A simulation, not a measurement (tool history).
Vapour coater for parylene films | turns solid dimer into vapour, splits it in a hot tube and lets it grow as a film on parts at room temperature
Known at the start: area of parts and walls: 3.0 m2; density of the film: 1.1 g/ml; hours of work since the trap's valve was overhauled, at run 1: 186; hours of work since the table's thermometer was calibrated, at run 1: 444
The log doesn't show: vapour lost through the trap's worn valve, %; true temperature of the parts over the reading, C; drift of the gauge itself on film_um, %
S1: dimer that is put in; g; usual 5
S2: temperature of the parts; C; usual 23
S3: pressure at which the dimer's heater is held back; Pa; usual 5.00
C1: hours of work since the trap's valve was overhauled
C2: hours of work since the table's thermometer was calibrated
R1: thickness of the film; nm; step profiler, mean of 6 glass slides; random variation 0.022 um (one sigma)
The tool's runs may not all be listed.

Run 1, hour 0.0: usual settings; C1 186; C2 444. Result: R1 990 nm.
Run 2, hour 13.8: usual settings; C1 196; C2 454. Result: R1 990 nm.
Run 3, hour 24.3: usual settings; C1 204; C2 462. Result: R1 980 nm.
Run 4, hour 34.6: usual settings; C1 212; C2 470. Result: R1 970 nm.
Run 5, hour 53.9: usual settings but S2 29 C; C1 226; C2 484. Result: R1 750 nm.
Run 6, hour 72.5: usual settings but S1 7 g; C1 240; C2 498. Result: R1 1390 nm.
Run 7, hour 91.0: usual settings; C1 254; C2 512. Result: R1 980 nm.
Run 8, hour 103.7: usual settings; C1 263; C2 521. Result: R1 970 nm.
Run 9, hour 113.3: usual settings; C1 270; C2 528. Result: R1 990 nm.
Run 10, hour 122.3: usual settings; C1 277; C2 535. Result: R1 960 nm.
Run 11, hour 134.2: usual settings; C1 286; C2 544. Result: R1 960 nm.
Run 12, hour 150.2: usual settings; C1 298; C2 556. Result: R1 940 nm.
Run 13, hour 168.7: usual settings; C1 312; C2 570. Result: R1 950 nm.
Run 14, hour 177.2: usual settings but S1 6 g; C1 318; C2 576. Result: R1 1140 nm.
Run 15, hour 190.6: usual settings but S1 7 g, S2 27 C, S3 3.75 Pa; C1 328; C2 586. Result: R1 1110 nm.
Run 16, hour 200.3: usual settings but S1 7 g, S2 34 C, S3 9.74 Pa; C1 335; C2 593. Result: R1 820 nm.
Run 17, hour 216.7: usual settings but S1 7 g, S2 34 C, S3 9.74 Pa; C1 347; C2 605. Result: R1 830 nm.
Run 18, hour 226.5: usual settings but S2 17 C, S3 3.59 Pa; C1 355; C2 613. Result: R1 1200 nm.
At hour 232.0: trap's valve overhauled.
Run 19, hour 238.9: usual settings but S2 18 C; C1 5; C2 619. Result: R1 1330 nm.
Run 20, hour 250.4: usual settings but S2 31 C, S3 10.50 Pa; C1 14; C2 627. Result: R1 730 nm.
Run 21, hour 259.6: usual settings but S2 22 C, S3 2.65 Pa; C1 21; C2 634. Result: R1 1150 nm.
Run 22, hour 273.2: usual settings but S1 4 g, S2 16 C, S3 3.10 Pa; C1 31; C2 644. Result: R1 1180 nm.
Run 23, hour 285.0: usual settings but S2 22 C, S3 2.24 Pa; C1 39; C2 653. Result: R1 1130 nm.
Run 24, hour 296.3: usual settings but S1 7 g, S2 20 C, S3 11.77 Pa; C1 48; C2 662. Result: R1 1600 nm.
Run 25, hour 313.6: usual settings but S2 32 C, S3 4.32 Pa; C1 61; C2 674. Result: R1 780 nm.
Run 26, hour 331.0: usual settings but S2 32 C, S3 4.32 Pa; C1 74; C2 687. Result: R1 740 nm.

The same runs without the tool's hidden state, with the same run-to-run variation:
run    R1
  1  1060
  2  1060
  3  1050
  4  1050
  5   810
  6  1510
  7  1060
  8  1070
  9  1080
 10  1060
 11  1060
 12  1040
 13  1060
 14  1280
 15  1250
 16   920
 17   930
 18  1360
 19  1320
 20   730
 21  1150
 22  1180
 23  1130
 24  1610
 25   790
 26   750
